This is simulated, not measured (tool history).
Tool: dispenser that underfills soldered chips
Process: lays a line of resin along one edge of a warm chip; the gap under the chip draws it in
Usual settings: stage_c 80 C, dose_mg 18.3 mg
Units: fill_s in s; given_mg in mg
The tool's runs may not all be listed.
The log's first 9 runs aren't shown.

run 10 hour=49.1 | stage_c=80 dose_mg=18.3 | fill_s=90.0 given_mg=17.93
-- hour=53.7 new syringe of resin
run 11 hour=54.2 | stage_c=80 dose_mg=18.3 | fill_s=64.3 given_mg=17.92
run 12 hour=60.7 | stage_c=66 dose_mg=18.3 | fill_s=157.3 given_mg=17.93
-- hour=67.1 new syringe of resin
run 13 hour=68.0 | stage_c=66 dose_mg=18.3 | fill_s=126.9 given_mg=17.88
run 14 hour=71.5 | stage_c=66 dose_mg=18.3 | fill_s=146.7 given_mg=17.87
run 15 hour=79.0 | stage_c=66 dose_mg=18.3 | fill_s=191.7 given_mg=17.71
-- hour=80.9 new syringe of resin
run 16 hour=86.1 | stage_c=80 dose_mg=18.3 | fill_s=76.6 given_mg=17.65
-- hour=92.3 dispensing valve cleaned and set on the balance
run 17 hour=93.3 | stage_c=81 dose_mg=18.3 | fill_s=91.4 given_mg=18.27
-- hour=95.4 new syringe of resin
run 18 hour=96.8 | stage_c=80 dose_mg=20.1 | fill_s=65.7 given_mg=19.99
run 19 hour=103.8 | stage_c=69 dose_mg=22.2 | fill_s=140.8 given_mg=22.07
-- hour=109.1 new syringe of resin
run 20 hour=111.2 | stage_c=69 dose_mg=22.2 | fill_s=112.2 given_mg=22.03
run 21 hour=116.3 | stage_c=78 dose_mg=18.6 | fill_s=89.4 given_mg=18.41
run 22 hour=121.2 | stage_c=84 dose_mg=20.8 | fill_s=80.2 given_mg=20.48
-- hour=122.8 new syringe of resin
run 23 hour=125.4 | stage_c=76 dose_mg=20.9 | fill_s=83.5 given_mg=20.51
run 24 hour=132.5 | stage_c=82 dose_mg=18.4 | fill_s=82.5 given_mg=17.83
-- hour=136.7 new syringe of resin
run 25 hour=136.7 | stage_c=74 dose_mg=18.8 | fill_s=82.0 given_mg=18.38
run 26 hour=141.9 | stage_c=74 dose_mg=18.8 | fill_s=100.4 given_mg=18.21
run 27 hour=148.6 | stage_c=93 dose_mg=21.9 | fill_s=52.5 given_mg=21.36
-- hour=150.7 new syringe of resin
run 28 hour=153.8 | stage_c=90 dose_mg=19.1 | fill_s=44.7 given_mg=18.53
run 29 hour=160.7 | stage_c=92 dose_mg=18.0 | fill_s=52.5 given_mg=17.48
-- hour=164.2 new syringe of resin
run 30 hour=168.2 | stage_c=69 dose_mg=20.4 | fill_s=122.7 given_mg=19.75
run 31 hour=172.2 | stage_c=69 dose_mg=20.4 | fill_s=138.9 given_mg=19.56

The next listed run, before its measurement:
-- hour=177.9 new syringe of resin
run 32 hour=178.2 | stage_c=87 dose_mg=22.0 | fill_s=? given_mg=?

{"run 32": {"fill_s": 44.3, "given_mg": 21.11}}
Without the tool's hidden state the same run would have given fill_s 44.9 s, given_mg 22.02 mg.
